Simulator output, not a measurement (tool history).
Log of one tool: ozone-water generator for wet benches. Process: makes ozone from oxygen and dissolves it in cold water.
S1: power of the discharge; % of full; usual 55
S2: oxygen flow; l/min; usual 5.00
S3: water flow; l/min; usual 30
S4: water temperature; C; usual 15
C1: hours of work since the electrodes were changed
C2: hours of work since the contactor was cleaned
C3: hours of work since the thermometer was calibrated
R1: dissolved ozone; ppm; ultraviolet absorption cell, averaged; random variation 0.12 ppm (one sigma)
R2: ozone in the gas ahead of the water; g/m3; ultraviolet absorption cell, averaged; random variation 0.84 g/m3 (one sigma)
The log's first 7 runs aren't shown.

| run | day | S1 | S2 | S3 | S4 | C1 | C2 | C3 | R1 | R2 |
|---|---|---|---|---|---|---|---|---|---|---|
| 8 | 22.304 | 55 | 5.00 | 21 | 15 | 3646 | 3482 | 104 | 14.3 | 123.4 |
| 9 | 25.533 | 55 | 5.00 | 21 | 15 | 3715 | 3551 | 172 | 14.1 | 123.3 |
| 10 | 29.175 | 55 | 5.00 | 21 | 15 | 3792 | 3628 | 249 | 13.9 | 124.4 |
| 11 | 31.304 | 55 | 5.00 | 30 | 15 | 3837 | 3673 | 294 | 10.3 | 124.5 |
| 12 | 33.908 | 55 | 5.00 | 30 | 15 | 3892 | 3728 | 349 | 10.4 | 122.7 |
| 13 | 36.838 | 55 | 5.00 | 30 | 15 | 3954 | 3790 | 411 | 10.2 | 123.8 |
| 14 | 40.608 | 55 | 5.00 | 30 | 15 | 4033 | 3869 | 491 | 10.4 | 123.1 |
| 15 | 43.342 | 55 | 5.00 | 30 | 15 | 4091 | 3927 | 548 | 10.5 | 124.2 |
| 16 | 48.017 | 55 | 5.00 | 30 | 15 | 4190 | 4026 | 647 | 10.4 | 122.9 |
| 17 | 50.625 | 55 | 4.21 | 30 | 9 | 4245 | 4081 | 702 | 10.8 | 137.0 |
| 18 | 55.421 | 55 | 5.00 | 29 | 15 | 4347 | 4183 | 804 | 10.8 | 122.0 |
| 19 | 58.017 | 55 | 5.00 | 29 | 15 | 4402 | 4238 | 859 | 10.6 | 122.2 |
| 20 | 61.488 | 65 | 3.25 | 20 | 12 | 4475 | 4311 | 932 | 16.2 | 174.7 |
| 21 | 65.908 | 55 | 5.00 | 22 | 15 | 4568 | 4405 | 1026 | 13.1 | 121.3 |
| 22 | 68.542 | 55 | 2.82 | 23 | 14 | 4624 | 4460 | 1081 | 12.3 | 172.6 |
| 23 | 73.279 | 55 | 2.82 | 25 | 14 | 4724 | 4560 | 1182 | 11.4 | 174.1 |
| 24 | 75.900 | 55 | 2.82 | 25 | 14 | 4780 | 4616 | 1237 | 11.6 | 173.1 |
| 25 | 80.117 | 55 | 2.53 | 30 | 8 | 4869 | 4705 | 1326 | 9.8 | 184.6 |
| 26 | 83.762 | 55 | 2.53 | 30 | 8 | 4946 | 4782 | 1403 | 9.7 | 181.9 |
| 27 | 87.546 | 74 | 2.98 | 45 | 20 | 5026 | 4862 | 1483 | 7.3 | 194.4 |
| 28 | 92.358 | 55 | 5.57 | 30 | 15 | 5128 | 4964 | 1585 | 10.2 | 113.2 |
| 29 | 96.000 | 55 | 5.57 | 30 | 15 | 5205 | 5041 | 1662 | 10.3 | 113.4 |
| 30 | 100.350 | 55 | 5.57 | 30 | 15 | 5297 | 5133 | 1754 | 10.2 | 112.9 |
| 31 | 104.738 | 55 | 2.58 | 30 | 15 | 5390 | 5226 | 1847 | 9.1 | 180.5 |
| 32 | 108.421 | 70 | 5.00 | 25 | 15 | 5467 | 5304 | 1925 | 13.4 | 136.7 |

4 ways to go on from here, each from the tool as it stands after run 32. What would each give?
| A | 112.896 | 70 | 5.00 | 25 | 12 | 5562 | 5398 | 2019 | ? | ? |
| B | 112.896 | 58 | 5.00 | 48 | 11 | 5562 | 5398 | 2019 | ? | ? |
| C | 112.896 | 55 | 5.10 | 30 | 15 | 5562 | 5398 | 2019 | ? | ? |
| D | 112.896 | 61 | 5.00 | 33 | 15 | 5562 | 5398 | 2019 | ? | ? |

| run | R1 | R2 |
|---|---|---|
| A | 13.5 | 137.1 |
| B | 6.6 | 123.2 |
| C | 10.0 | 118.2 |
| D | 9.8 | 125.0 |
Without the tool's hidden state the same runs would have given:
| run | R1 | R2 |
|---|---|---|
| A | 16.0 | 156.4 |
| B | 7.8 | 138.6 |
| C | 11.6 | 132.4 |
| D | 11.5 | 141.2 |
